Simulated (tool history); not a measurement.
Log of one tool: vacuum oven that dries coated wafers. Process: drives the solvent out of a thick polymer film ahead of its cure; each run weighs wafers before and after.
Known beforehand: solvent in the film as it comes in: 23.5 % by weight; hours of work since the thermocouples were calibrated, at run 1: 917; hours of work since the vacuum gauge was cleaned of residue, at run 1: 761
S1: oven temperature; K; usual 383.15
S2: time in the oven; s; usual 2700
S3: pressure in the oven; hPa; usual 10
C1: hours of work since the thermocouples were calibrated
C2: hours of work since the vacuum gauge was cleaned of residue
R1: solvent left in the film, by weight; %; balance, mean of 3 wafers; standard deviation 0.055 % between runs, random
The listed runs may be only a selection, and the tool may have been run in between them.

Run 1, hour 0.0: usual settings; C1 917; C2 761. Result: R1 3.12 %.
Run 2, hour 41.9: usual settings; C1 936; C2 780. Result: R1 3.07 %.
Run 3, hour 80.0: usual settings; C1 952; C2 796. Result: R1 3.07 %.
Run 4, hour 102.5: usual settings; C1 962; C2 806. Result: R1 3.22 %.
Run 5, hour 142.3: usual settings; C1 980; C2 824. Result: R1 3.17 %.
Run 6, hour 171.6: usual settings but S2 1380 s; C1 992; C2 836. Result: R1 7.39 %.
Run 7, hour 193.5: usual settings but S2 1380 s; C1 1002; C2 846. Result: R1 7.39 %.
Run 8, hour 218.1: usual settings; C1 1013; C2 857. Result: R1 3.12 %.
Run 9, hour 245.6: usual settings; C1 1025; C2 869. Result: R1 3.09 %.
Run 10, hour 268.2: usual settings; C1 1035; C2 879. Result: R1 3.33 %.
Run 11, hour 290.3: usual settings; C1 1044; C2 888. Result: R1 3.14 %.
Run 12, hour 319.5: usual settings but S2 4380 s; C1 1057; C2 901. Result: R1 1.24 %.

For run 13, what comes out?
At hour 325.5: vacuum gauge cleaned of residue and calibrated.
Run 13, hour 363.8: usual settings but S2 4380 s; C1 1076; C2 17. Result: R1 ?.

For run 13 the tool returned R1 1.43 %.
Were there no unlogged condition in the tool, this run, its random variation unchanged, would have produced R1 0.98 %.
